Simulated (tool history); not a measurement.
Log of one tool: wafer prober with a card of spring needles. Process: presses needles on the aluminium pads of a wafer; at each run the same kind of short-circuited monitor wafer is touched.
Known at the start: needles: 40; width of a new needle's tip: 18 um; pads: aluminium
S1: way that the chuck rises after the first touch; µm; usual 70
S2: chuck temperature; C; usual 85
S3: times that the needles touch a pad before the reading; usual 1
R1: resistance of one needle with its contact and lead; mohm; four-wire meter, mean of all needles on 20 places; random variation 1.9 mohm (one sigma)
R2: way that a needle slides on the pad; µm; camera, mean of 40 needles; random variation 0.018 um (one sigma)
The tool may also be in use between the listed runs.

run	hour	S1	S2	S3	R1	R2
1	0	70	85	1	241	13.9
# hour 3.4: tips cleaned on abrasive film
# hour 16.7: tips cleaned on abrasive film
# hour 33.3: tips cleaned on abrasive film
# hour 49.3: tips cleaned on abrasive film
2	58.5	70	85	1	242	13.82
# hour 65.2: tips cleaned on abrasive film
# hour 80.7: tips cleaned on abrasive film
# hour 97.3: tips cleaned on abrasive film
3	100	70	85	1	223	13.81
# hour 106.9: height of the first contact set anew
# hour 113.6: tips cleaned on abrasive film
# hour 129.6: tips cleaned on abrasive film
# hour 142.8: tips cleaned on abrasive film
# hour 158.1: tips cleaned on abrasive film
4	158.1	70	85	1	213	14.04
# hour 171.4: tips cleaned on abrasive film
# hour 185.7: tips cleaned on abrasive film
5	185.7	70	93	1	211	14.01
# hour 201.3: tips cleaned on abrasive film
# hour 214.6: tips cleaned on abrasive film
# hour 231.1: tips cleaned on abrasive film
# hour 247.6: tips cleaned on abrasive film
6	248.1	70	85	1	217	14.02
# hour 263.5: tips cleaned on abrasive film
# hour 279.7: tips cleaned on abrasive film
# hour 295.7: tips cleaned on abrasive film
# hour 307.7: card fitted with new needles
# hour 321.8: tips cleaned on abrasive film
7	321.8	70	85	1	209	14.05
# hour 338.1: tips cleaned on abrasive film
# hour 352.6: tips cleaned on abrasive film
8	352.6	63	85	1	213	12.65
# hour 368.8: tips cleaned on abrasive film
# hour 385: tips cleaned on abrasive film
# hour 400.3: tips cleaned on abrasive film
9	412.5	70	85	1	238	14.03
# hour 415.9: tips cleaned on abrasive film
# hour 432.5: tips cleaned on abrasive film
10	443.4	70	61	1	232	14.02
# hour 446.8: tips cleaned on abrasive film
# hour 463.4: tips cleaned on abrasive film
11	472.5	70	85	1	230	14
# hour 479.2: tips cleaned on abrasive film
# hour 495.3: tips cleaned on abrasive film
# hour 511.4: tips cleaned on abrasive film
# hour 527: tips cleaned on abrasive film
12	538.7	70	75	1	236	13.92
# hour 542.1: tips cleaned on abrasive film
# hour 555.3: tips cleaned on abrasive film
# hour 571.8: tips cleaned on abrasive film
# hour 587.5: tips cleaned on abrasive film
13	596.8	70	75	1	232	13.9
# hour 603.5: tips cleaned on abrasive film
# hour 620: tips cleaned on abrasive film
# hour 636.1: tips cleaned on abrasive film
# hour 649.4: tips cleaned on abrasive film
14	651.2	70	85	1	216	13.85
# hour 664.5: tips cleaned on abrasive film
# hour 680.1: tips cleaned on abrasive film
15	687.6	70	85	1	228	13.86
# hour 694.3: tips cleaned on abrasive film
# hour 710.3: tips cleaned on abrasive film
# hour 726.9: tips cleaned on abrasive film
# hour 740.2: tips cleaned on abrasive film
16	741.9	70	85	1	218	13.83
# hour 748.8: height of the first contact set anew
# hour 755.2: tips cleaned on abrasive film
# hour 771.5: tips cleaned on abrasive film
17	781.1	70	85	1	234	14.07
# hour 787.9: tips cleaned on abrasive film
# hour 803.7: tips cleaned on abrasive film
# hour 819.8: tips cleaned on abrasive film
# hour 835.3: tips cleaned on abrasive film
18	841	59	85	2	228	11.79
# hour 850.9: tips cleaned on abrasive film
# hour 866.8: tips cleaned on abrasive film
# hour 882.8: tips cleaned on abrasive film
# hour 899: tips cleaned on abrasive film
19	899.8	70	35	1	202	14
# hour 913.1: tips cleaned on abrasive film
# hour 929.4: tips cleaned on abrasive film
# hour 945.8: tips cleaned on abrasive film
20	955.2	70	85	3	219	13.97
# hour 961.5: tips cleaned on abrasive film
# hour 977.5: tips cleaned on abrasive film
# hour 991.5: tips cleaned on abrasive film
21	991.5	70	85	3	207	13.93
# hour 1004.8: tips cleaned on abrasive film
# hour 1020.8: tips cleaned on abrasive film
22	1024.6	70	98	2	219	13.9
# hour 1034.6: tips cleaned on abrasive film
# hour 1047.9: tips cleaned on abrasive film
# hour 1064.2: tips cleaned on abrasive film
23	1066.1	77	64	2	211	15.3
# hour 1079.4: tips cleaned on abrasive film
# hour 1092.7: tips cleaned on abrasive film
# hour 1108.7: tips cleaned on abrasive film
# hour 1125.3: tips cleaned on abrasive film
24	1127.8	77	30	1	200	15.3
# hour 1140.7: tips cleaned on abrasive film
# hour 1157.2: tips cleaned on abrasive film
25	1159.8	57	96	1	233	11.18
# hour 1173.1: tips cleaned on abrasive film
# hour 1189.1: tips cleaned on abrasive film
# hour 1189.4: height of the first contact set anew
26	1197.8	67	53	2	214	13.45
# hour 1204.5: tips cleaned on abrasive film
# hour 1221: tips cleaned on abrasive film
# hour 1237.5: tips cleaned on abrasive film
27	1244.5	67	53	2	217	13.45

3 ways to go on from here, each from the tool as it stands after run 27. What would each give?
# hour 1251: tips cleaned on abrasive film
# hour 1267.5: tips cleaned on abrasive film
# hour 1284: tips cleaned on abrasive film
A	1291.8	70	45	2	?	?
# hour 1251: tips cleaned on abrasive film
# hour 1267.5: tips cleaned on abrasive film
# hour 1284: tips cleaned on abrasive film
B	1291.8	70	27	1	?	?
# hour 1251: tips cleaned on abrasive film
# hour 1267.5: tips cleaned on abrasive film
# hour 1284: tips cleaned on abrasive film
C	1291.8	74	62	1	?	?

run	R1	R2
A	218	14.06
B	222	14.02
C	227	14.86
Without the tool's hidden state the same runs would have given:
run	R1	R2
A	202	14.11
B	194	14.07
C	203	14.91
